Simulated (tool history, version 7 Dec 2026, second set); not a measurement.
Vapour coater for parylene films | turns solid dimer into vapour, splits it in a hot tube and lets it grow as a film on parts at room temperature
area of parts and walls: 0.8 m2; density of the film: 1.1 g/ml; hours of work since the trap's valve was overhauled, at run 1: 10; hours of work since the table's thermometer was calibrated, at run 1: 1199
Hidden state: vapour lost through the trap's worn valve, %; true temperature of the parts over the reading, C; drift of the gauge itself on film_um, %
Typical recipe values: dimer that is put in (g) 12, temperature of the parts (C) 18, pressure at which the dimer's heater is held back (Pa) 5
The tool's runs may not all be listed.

run	hour	dimer that is put in (g)	temperature of the parts (C)	pressure at which the dimer's heater is held back (Pa)	hours of work since the trap's valve was overhauled	hours of work since the table's thermometer was calibrated	thickness of the film (um)
1	0	12	18	5	10	1199	9.01
2	43.3	12	18	5	37	1225	8.87
3	119.5	12	18	5	84	1272	8.83
4	193.4	12	18	5	129	1318	8.77
5	241.5	12	18	5	159	1347	8.78
6	311.6	8	18	5	202	1390	5.75
7	384.3	8	18	5	247	1435	5.73
8	440.3	8	18	5	281	1470	5.81
9	474.5	8	18	5	302	1491	5.74
10	506.8	8	18	5	322	1510	5.7
11	542.9	12	18	5	344	1533	8.69
12	610.6	12	18	5	386	1574	8.66
13	678.5	12	25	5	428	1616	7.61
14	713.8	12	25	6.32	450	1638	7.44
15	758.5	10	18	5	477	1665	7.07
16	808.3	10	18	5	508	1696	7.08
17	846.7	10	18	5	531	1720	7.06
18	922.6	10	29	5	578	1766	5.9
19	979.9	12	18	5	613	1802	8.38
20	1039.1	12	18	5	650	1838	8.31
# hour 1053.1: trap's valve overhauled
21	1110.9	12	18	5	36	1880	8.85
22	1163.9	12	18	5	68	1912	8.82
23	1201.6	12	18	5	91	1935	8.72
24	1262.5	12	18	3.63	129	1973	9.11
25	1311.3	12	18	9.48	159	2003	8.08
26	1353.2	21	14	10.8	185	2029	14.79
27	1421.5	18	17	4.57	227	2071	13.32
28	1467.9	18	17	9.32	255	2099	12.24
29	1501.1	18	17	9.32	276	2120	12.21
30	1571.5	13	15	5.07	319	2163	9.61
# hour 1617.9: table's thermometer calibrated
31	1625.9	12	14	6.31	352	5	8.96
32	1692.4	14	18	9.06	393	46	9.29
33	1769.6	8	18	9.06	440	93	5.34
34	1839.8	10	14	2.52	483	137	8.28
35	1880.3	10	18	4.8	508	161	7.2
36	1935.2	12	23	5	542	195	7.85
37	1977	12	23	5	568	221	7.91
38	2050.8	6	25	10.27	613	266	3.5
39	2107.8	8	16	8.39	648	301	5.42
# hour 2125.4: trap's valve overhauled
40	2163.2	12	11	4.26	23	333	10.21
41	2214.5	5	18	2.93	55	365	3.93
42	2262.2	11	14	5	84	394	8.77
43	2336.4	19	15	3.97	130	440	14.97
44	2371.5	11	16	7.17	151	461	8.02
45	2445	11	16	7.17	197	506	8.02
46	2484.3	7	11	7.01	221	531	5.46
47	2520.4	7	11	7.01	243	553	5.43
48	2578.3	7	11	7.01	279	588	5.48

Branching from run 48: 3 alternative next runs. What would each branch give?
A	2638.5	7	16	10.08	316	625	?
B	2638.5	7	13	7.01	316	625	?
C	2638.5	12	15	3.16	316	625	?

run	thickness of the film (um)
A	4.78
B	5.29
C	9.51
Without the tool's hidden state the same runs would have given:
run	thickness of the film (um)
A	4.99
B	5.51
C	9.92
